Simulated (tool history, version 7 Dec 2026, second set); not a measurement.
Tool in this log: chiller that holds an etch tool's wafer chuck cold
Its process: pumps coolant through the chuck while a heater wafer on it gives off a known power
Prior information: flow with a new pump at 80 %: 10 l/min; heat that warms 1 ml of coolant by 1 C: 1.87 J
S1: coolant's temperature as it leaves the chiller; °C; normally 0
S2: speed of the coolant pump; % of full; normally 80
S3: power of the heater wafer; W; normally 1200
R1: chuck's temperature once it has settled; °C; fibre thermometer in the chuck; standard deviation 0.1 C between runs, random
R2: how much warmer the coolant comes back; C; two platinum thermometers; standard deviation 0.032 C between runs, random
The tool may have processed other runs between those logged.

| run | day | S1 | S2 | S3 | R1 | R2 |
|---|---|---|---|---|---|---|
| 1 | 0.000 | 0 | 80 | 1200 | 8.9 | 4.04 |
| 2 | 4.033 | 0 | 80 | 1200 | 9.0 | 4.08 |
| 3 | 9.008 | 0 | 80 | 1729 | 13.0 | 5.86 |
| 4 | 11.392 | 0 | 80 | 1729 | 13.0 | 5.84 |
| 5 | 15.062 | 0 | 80 | 1200 | 9.4 | 4.09 |
| 6 | 18.154 | 0 | 80 | 824 | 6.4 | 2.78 |
| 7 | 22.317 | 0 | 80 | 955 | 7.6 | 3.24 |
| 8 | 26.662 | 0 | 80 | 955 | 7.5 | 3.29 |
| 9 | 29.171 | 0 | 80 | 1411 | 11.2 | 4.87 |
| 10 | 32.267 | 0 | 80 | 1411 | 11.1 | 4.85 |
| 11 | 34.833 | 0 | 80 | 1411 | 11.1 | 4.90 |
| 12 | 39.571 | 0 | 80 | 1200 | 9.9 | 4.17 |
| 13 | 42.217 | 0 | 80 | 1200 | 9.8 | 4.17 |
| 14 | 45.058 | 0 | 80 | 1200 | 9.8 | 4.25 |
| 15 | 48.700 | 0 | 80 | 1200 | 9.9 | 4.20 |
| 16 | 50.896 | 0 | 80 | 1200 | 9.8 | 4.18 |
| 17 | 56.129 | 0 | 81 | 1539 | 12.6 | 5.28 |
| 18 | 58.517 | 7 | 77 | 1043 | 16.0 | 3.82 |
| 19 | 62.867 | -10 | 91 | 1200 | -0.9 | 3.65 |
| 20 | 66.208 | -2 | 64 | 796 | 6.2 | 3.67 |
|  | 68.812 | chiller's thermometer calibrated |
| 21 | 69.254 | -7 | 80 | 1200 | 2.5 | 4.26 |
| 22 | 74.117 | 0 | 68 | 691 | 6.7 | 2.99 |
| 23 | 77.717 | 0 | 68 | 691 | 6.6 | 2.98 |
| 24 | 81.950 | 10 | 68 | 1701 | 26.2 | 7.34 |
| 25 | 84.183 | 7 | 78 | 1701 | 21.4 | 6.24 |
| 26 | 87.879 | 0 | 66 | 1200 | 11.9 | 5.42 |
| 27 | 91.746 | 0 | 75 | 633 | 5.8 | 2.47 |
| 28 | 95.008 | 9 | 75 | 630 | 14.7 | 2.43 |
| 29 | 99.221 | -4 | 71 | 1567 | 10.7 | 6.46 |
| 30 | 102.725 | 1 | 80 | 684 | 6.9 | 2.50 |
| 31 | 104.879 | 1 | 80 | 1029 | 9.9 | 3.71 |
| 32 | 109.167 | 1 | 80 | 1029 | 9.9 | 3.80 |

Measured less the same run without the tool's hidden state. The same run-to-run variation is in both; the gauge's scatter may not be:
What the log doesn't record here: heat passed by the chuck's channels, % of clean ones'; flow at a given pump speed, % of a new pump's; coolant's true temperature over the reading, C; drift of the gauge itself on chuck_c, C; drift of the gauge itself on warmer_back_c, C.
| run | R1 | R2 |
|---|---|---|
| 1 | +0.6 | +0.19 |
| 2 | +0.6 | +0.20 |
| 3 | +0.9 | +0.32 |
| 4 | +0.9 | +0.32 |
| 5 | +0.8 | +0.24 |
| 6 | +0.7 | +0.17 |
| 7 | +0.7 | +0.20 |
| 8 | +0.8 | +0.22 |
| 9 | +1.1 | +0.33 |
| 10 | +1.2 | +0.34 |
| 11 | +1.2 | +0.35 |
| 12 | +1.2 | +0.31 |
| 13 | +1.2 | +0.32 |
| 14 | +1.3 | +0.33 |
| 15 | +1.4 | +0.34 |
| 16 | +1.4 | +0.34 |
| 17 | +1.8 | +0.46 |
| 18 | +1.4 | +0.34 |
| 19 | +1.5 | +0.33 |
| 20 | +1.5 | +0.34 |
| 21 | +1.2 | +0.41 |
| 22 | +0.8 | +0.30 |
| 23 | +0.9 | +0.30 |
| 24 | +2.3 | +0.77 |
| 25 | +2.1 | +0.66 |
| 26 | +1.8 | +0.58 |
| 27 | +0.9 | +0.27 |
| 28 | +1.0 | +0.27 |
| 29 | +2.4 | +0.76 |
| 30 | +1.1 | +0.30 |
| 31 | +1.6 | +0.45 |
| 32 | +1.7 | +0.47 |
